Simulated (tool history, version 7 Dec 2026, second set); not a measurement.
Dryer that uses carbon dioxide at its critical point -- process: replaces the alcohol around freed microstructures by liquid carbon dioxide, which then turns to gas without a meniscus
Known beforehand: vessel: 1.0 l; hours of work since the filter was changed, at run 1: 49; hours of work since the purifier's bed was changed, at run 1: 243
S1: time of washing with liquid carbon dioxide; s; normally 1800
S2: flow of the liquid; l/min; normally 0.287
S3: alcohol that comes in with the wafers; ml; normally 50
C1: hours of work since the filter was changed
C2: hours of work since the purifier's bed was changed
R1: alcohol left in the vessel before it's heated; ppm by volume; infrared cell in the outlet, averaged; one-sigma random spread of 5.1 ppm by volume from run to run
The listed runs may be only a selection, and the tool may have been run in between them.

| run | hour | S1 | S2 | S3 | C1 | C2 | R1 |
|---|---|---|---|---|---|---|---|
| 1 | 0.0 | 1800 | 0.287 | 50 | 49 | 243 | 113 |
| 2 | 39.7 | 1800 | 0.287 | 50 | 78 | 272 | 131 |
| 3 | 79.3 | 1800 | 0.287 | 50 | 107 | 301 | 128 |
| 4 | 104.3 | 1800 | 0.287 | 50 | 126 | 320 | 136 |
| 5 | 140.9 | 1800 | 0.287 | 50 | 153 | 347 | 162 |
| 6 | 167.7 | 1800 | 0.287 | 50 | 173 | 367 | 157 |
| 7 | 212.8 | 1800 | 0.202 | 50 | 206 | 400 | 546 |
| 8 | 243.2 | 1800 | 0.202 | 38 | 229 | 423 | 437 |
| 9 | 279.3 | 1800 | 0.202 | 38 | 256 | 449 | 463 |
| 10 | 312.5 | 1800 | 0.202 | 38 | 280 | 474 | 470 |
| 11 | 333.1 | 1800 | 0.202 | 38 | 295 | 489 | 470 |
| 12 | 366.3 | 1800 | 0.202 | 36 | 320 | 514 | 474 |
| 13 | 406.9 | 1800 | 0.287 | 37 | 350 | 544 | 196 |
| 14 | 426.4 | 1800 | 0.287 | 37 | 364 | 558 | 204 |
| 15 | 466.1 | 2460 | 0.287 | 50 | 394 | 588 | 162 |
| 16 | 497.7 | 1800 | 0.297 | 50 | 417 | 611 | 228 |
| 17 | 535.8 | 1800 | 0.297 | 50 | 445 | 639 | 218 |
| 18 | 565.4 | 1800 | 0.287 | 27 | 467 | 661 | 207 |
| 19 | 587.9 | 1800 | 0.287 | 50 | 484 | 678 | 255 |
| 20 | 610.8 | 1800 | 0.287 | 50 | 501 | 695 | 261 |
| 21 | 647.7 | 1800 | 0.287 | 50 | 528 | 722 | 272 |
|  | 653.2 | inlet filter changed |
| 22 | 692.9 | 1800 | 0.287 | 58 | 29 | 755 | 251 |
| 23 | 718.9 | 1800 | 0.287 | 58 | 49 | 774 | 264 |
| 24 | 745.7 | 1800 | 0.287 | 58 | 68 | 794 | 263 |
| 25 | 781.0 | 2700 | 0.186 | 25 | 95 | 820 | 233 |
| 26 | 809.3 | 1320 | 0.287 | 50 | 116 | 841 | 549 |
| 27 | 842.6 | 1140 | 0.287 | 31 | 140 | 866 | 620 |
|  | 854.4 | purifier's bed changed |
| 28 | 869.2 | 1500 | 0.287 | 50 | 158 | 11 | 172 |
| 29 | 891.3 | 1620 | 0.240 | 90 | 174 | 27 | 554 |
| 30 | 921.5 | 1980 | 0.240 | 23 | 196 | 50 | 59 |
| 31 | 941.9 | 1980 | 0.240 | 23 | 212 | 65 | 67 |
| 32 | 964.9 | 1800 | 0.425 | 35 | 229 | 82 | 28 |
| 33 | 1003.5 | 2460 | 0.376 | 50 | 257 | 110 | 32 |
| 34 | 1045.3 | 1800 | 0.363 | 50 | 288 | 141 | 48 |
| 35 | 1081.1 | 1800 | 0.363 | 50 | 315 | 168 | 51 |
| 36 | 1123.7 | 2880 | 0.178 | 45 | 346 | 199 | 117 |
| 37 | 1163.0 | 2880 | 0.178 | 45 | 375 | 229 | 118 |
| 38 | 1182.1 | 2520 | 0.287 | 118 | 389 | 243 | 73 |
| 39 | 1211.2 | 1440 | 0.485 | 118 | 411 | 264 | 80 |
| 40 | 1240.2 | 1560 | 0.326 | 83 | 432 | 286 | 205 |
| 41 | 1268.1 | 1560 | 0.326 | 83 | 453 | 306 | 222 |
| 42 | 1294.5 | 1800 | 0.322 | 50 | 473 | 326 | 123 |
| 43 | 1317.3 | 1680 | 0.305 | 44 | 490 | 343 | 155 |
| 44 | 1337.6 | 1500 | 0.343 | 33 | 505 | 358 | 143 |
|  | 1375.4 | inlet filter changed |
| 45 | 1378.1 | 1740 | 0.461 | 68 | 2 | 387 | 99 |
| 46 | 1414.9 | 1680 | 0.175 | 25 | 29 | 414 | 590 |
| 47 | 1436.9 | 1500 | 0.304 | 55 | 46 | 431 | 223 |
| 48 | 1479.2 | 1500 | 0.343 | 55 | 77 | 462 | 182 |

Each row is a separate what-if for the run after 48, all from the same tool condition, not one after another. Results?
| A | 1521.3 | 1740 | 0.287 | 28 | 108 | 493 | ? |
| B | 1521.3 | 1260 | 0.418 | 111 | 108 | 493 | ? |
| C | 1521.3 | 1380 | 0.252 | 25 | 108 | 493 | ? |

| run | R1 |
|---|---|
| A | 177 |
| B | 239 |
| C | 375 |
With the hidden condition removed and each run's random variation left untouched, the same runs would have given:
| run | R1 |
|---|---|
| A | 49 |
| B | 102 |
| C | 232 |
